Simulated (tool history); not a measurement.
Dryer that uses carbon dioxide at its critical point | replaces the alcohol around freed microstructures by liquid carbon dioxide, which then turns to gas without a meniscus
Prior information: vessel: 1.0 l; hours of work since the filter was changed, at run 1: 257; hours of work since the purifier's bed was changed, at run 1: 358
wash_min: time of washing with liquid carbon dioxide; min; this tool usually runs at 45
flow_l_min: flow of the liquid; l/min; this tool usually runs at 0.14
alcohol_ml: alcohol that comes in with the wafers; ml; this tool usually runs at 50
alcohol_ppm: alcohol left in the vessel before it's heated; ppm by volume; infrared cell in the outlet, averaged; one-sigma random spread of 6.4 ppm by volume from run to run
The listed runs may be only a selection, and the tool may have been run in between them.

run,hour,wash_min,flow_l_min,alcohol_ml,hours of work since the filter was changed,hours of work since the purifier's bed was changed,alcohol_ppm
1,0,45,0.14,50,257,358,457
# hour 35.6: inlet filter changed
2,55.4,45,0.14,50,8,380,307
3,87.1,45,0.14,50,21,393,316
4,153.1,45,0.14,50,47,419,315
5,192.8,45,0.14,50,63,435,329
6,224.9,45,0.14,50,76,448,340
7,262.9,45,0.136,50,92,464,392
8,314.5,45,0.14,50,112,484,349
9,372.5,45,0.14,50,136,508,376
10,418.7,45,0.14,50,154,526,379
11,484.2,45,0.14,73,181,553,565
12,516.3,45,0.14,73,194,566,582
13,571.5,50,0.14,50,216,588,260
14,606.5,50,0.14,50,230,602,272
15,641.6,50,0.14,50,244,616,272
16,672.1,50,0.14,50,256,629,274
# hour 708.2: inlet filter changed
17,730.4,45,0.14,50,9,652,316
18,799.2,45,0.14,50,37,679,348
19,847.9,45,0.14,50,56,699,362
20,890.9,45,0.14,50,74,716,359
21,926.9,45,0.14,50,88,731,381
22,978.1,45,0.22,50,109,751,80
23,1027.1,45,0.136,70,129,771,591
24,1076.2,45,0.136,70,148,791,623
25,1122.7,45,0.136,70,167,810,637
26,1180.6,45,0.136,70,190,833,657
27,1226.3,45,0.136,70,209,851,660
28,1273.5,30,0.162,111,228,870,2788
29,1327.1,43,0.232,50,249,892,84
# hour 1379.3: inlet filter changed
30,1385.5,43,0.232,50,2,915,71
31,1441.6,45,0.221,30,25,938,80
32,1473.9,47,0.093,23,38,951,638
33,1529.3,72,0.14,50,60,973,82

What if the next run were any one of these 5? Each begins from the tool's condition after run 33:
A,1560.3,53,0.14,72,73,986,?
B,1560.3,56,0.129,50,73,986,?
C,1560.3,48,0.164,28,73,986,?
D,1560.3,28,0.124,27,73,986,?
E,1560.3,38,0.141,28,73,986,?

run,alcohol_ppm
A,247
B,202
C,102
D,1679
E,430
Stripped of hidden state, with their random variation kept, the same runs would have yielded:
run,alcohol_ppm
A,162
B,123
C,34
D,1509
E,332
